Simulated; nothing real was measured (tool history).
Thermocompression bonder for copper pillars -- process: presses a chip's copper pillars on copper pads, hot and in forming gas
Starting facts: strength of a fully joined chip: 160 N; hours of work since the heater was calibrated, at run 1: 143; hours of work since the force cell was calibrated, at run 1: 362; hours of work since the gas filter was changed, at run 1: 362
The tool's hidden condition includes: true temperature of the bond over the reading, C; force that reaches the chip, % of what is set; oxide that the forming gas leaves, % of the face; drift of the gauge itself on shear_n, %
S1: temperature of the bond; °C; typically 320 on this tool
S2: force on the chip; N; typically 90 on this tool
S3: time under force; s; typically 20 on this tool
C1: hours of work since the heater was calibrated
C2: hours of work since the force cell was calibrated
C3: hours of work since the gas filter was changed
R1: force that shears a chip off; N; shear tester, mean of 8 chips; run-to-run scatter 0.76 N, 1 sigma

Run 1, hour 0: usual settings; C1 143; C2 362; C3 362. Result: R1 69.9 N.
Run 2, hour 52.7: usual settings; C1 179; C2 398; C3 398. Result: R1 67.5 N.
At hour 80.1: forming gas filter changed.
Run 3, hour 99.1: usual settings; C1 210; C2 429; C3 13. Result: R1 75.2 N.
Run 4, hour 127.7: usual settings; C1 229; C2 448; C3 32. Result: R1 73.6 N.
Run 5, hour 179.3: usual settings; C1 264; C2 483; C3 67. Result: R1 73.3 N.
Run 6, hour 214.5: usual settings; C1 288; C2 506; C3 91. Result: R1 70.9 N.
Run 7, hour 249.6: usual settings; C1 312; C2 530; C3 114. Result: R1 70.1 N.
Run 8, hour 292.5: usual settings; C1 341; C2 559; C3 143. Result: R1 68.8 N.
Run 9, hour 323.1: usual settings; C1 361; C2 580; C3 164. Result: R1 67.5 N.
Run 10, hour 348: usual settings; C1 378; C2 597; C3 181. Result: R1 67.2 N.
Run 11, hour 388: usual settings; C1 405; C2 624; C3 208. Result: R1 65.7 N.
Run 12, hour 413.9: usual settings but S3 54 s; C1 423; C2 641; C3 225. Result: R1 91.7 N.
Run 13, hour 455.7: usual settings; C1 451; C2 669; C3 254. Result: R1 64.3 N.
Run 14, hour 495.5: usual settings; C1 478; C2 696; C3 281. Result: R1 64.3 N.
At hour 537.6: heater calibrated with a thermocouple chip.
Run 15, hour 544.8: usual settings but S2 122 N; C1 5; C2 728; C3 313. Result: R1 70.8 N.
Run 16, hour 585.4: usual settings but S2 122 N; C1 32; C2 756; C3 340. Result: R1 69.2 N.
Run 17, hour 639: usual settings but S1 305 °C, S2 122 N; C1 68; C2 792; C3 376. Result: R1 55.2 N.
Run 18, hour 665.3: usual settings; C1 86; C2 810; C3 394. Result: R1 57.6 N.
At hour 693.8: forming gas filter changed.
Run 19, hour 697.6: usual settings but S1 319 °C; C1 108; C2 831; C3 3. Result: R1 62.6 N.
Run 20, hour 751.8: usual settings but S1 319 °C, S2 59 N; C1 144; C2 868; C3 39. Result: R1 46.1 N.
At hour 769.2: force cell calibrated.
Run 21, hour 794.9: usual settings but S1 319 °C, S2 59 N; C1 172; C2 17; C3 67. Result: R1 47.1 N.
At hour 840.3: heater calibrated with a thermocouple chip, once more.
Run 22, hour 840.3: usual settings but S1 323 °C, S2 95 N; C1 0; C2 47; C3 97. Result: R1 84 N.
Run 23, hour 865: usual settings but S1 323 °C, S2 95 N; C1 17; C2 63; C3 113. Result: R1 84.1 N.
Run 24, hour 916.7: usual settings but S1 343 °C, S2 130 N, S3 18 s; C1 52; C2 98; C3 148. Result: R1 110.8 N.
Run 25, hour 941.6: usual settings but S1 315 °C, S2 87 N, S3 22 s; C1 68; C2 115; C3 165. Result: R1 74.1 N.
Run 26, hour 989.5: usual settings but S1 323 °C, S2 106 N, S3 13 s; C1 101; C2 147; C3 197. Result: R1 72.5 N.
Run 27, hour 1041.7: usual settings but S1 323 °C, S2 106 N, S3 13 s; C1 136; C2 183; C3 233. Result: R1 70 N.
Run 28, hour 1090: usual settings but S2 129 N, S3 42 s; C1 169; C2 215; C3 265. Result: R1 104.8 N.
Run 29, hour 1128.3: usual settings but S2 129 N, S3 42 s; C1 195; C2 241; C3 291. Result: R1 105.2 N.
Run 30, hour 1166.5: usual settings but S2 129 N, S3 42 s; C1 220; C2 267; C3 317. Result: R1 102.5 N.
Run 31, hour 1201.2: usual settings but S1 294 °C, S2 59 N, S3 44 s; C1 244; C2 290; C3 340. Result: R1 52.4 N.
Run 32, hour 1249.8: usual settings but S2 104 N, S3 58 s; C1 277; C2 323; C3 373. Result: R1 100.4 N.
Run 33, hour 1294.2: usual settings but S2 104 N, S3 58 s; C1 307; C2 353; C3 403. Result: R1 100.7 N.
At hour 1309.1: forming gas filter changed.
Run 34, hour 1322.2: usual settings but S1 334 °C; C1 325; C2 372; C3 9. Result: R1 84.9 N.
Run 35, hour 1361.1: usual settings but S1 334 °C, S2 121 N, S3 12 s; C1 351; C2 398; C3 35. Result: R1 80.7 N.
Run 36, hour 1397.2: usual settings but S1 334 °C, S2 121 N, S3 12 s; C1 376; C2 422; C3 60. Result: R1 79.7 N.
Run 37, hour 1422.3: usual settings but S1 342 °C, S2 70 N, S3 10 s; C1 393; C2 439; C3 76. Result: R1 61 N.
Run 38, hour 1476.7: usual settings but S1 335 °C, S2 93 N, S3 25 s; C1 430; C2 476; C3 113. Result: R1 88.3 N.

Predict each of these 5 candidate next runs independently; none follows another, all start after run 38:
Run A, hour 1530.7: usual settings but S1 326 °C, S2 97 N, S3 21 s; C1 466; C2 513; C3 150. Result: R1 ?.
Run B, hour 1530.7: usual settings but S1 291 °C, S2 93 N, S3 25 s; C1 466; C2 513; C3 150. Result: R1 ?.
Run C, hour 1530.7: usual settings but S1 335 °C, S2 84 N, S3 36 s; C1 466; C2 513; C3 150. Result: R1 ?.
Run D, hour 1530.7: usual settings but S1 335 °C, S2 130 N, S3 10 s; C1 466; C2 513; C3 150. Result: R1 ?.
Run E, hour 1530.7: usual settings but S1 294 °C, S2 93 N, S3 54 s; C1 466; C2 513; C3 150. Result: R1 ?.

run    R1
  A  76.5
  B  49.9
  C  91.8
  D  74.9
  E  69.7
Had the tool no hidden state, the same runs would have come out as:
run     R1
  A   90.6
  B   61.7
  C  106.5
  D   88.6
  E   84.7
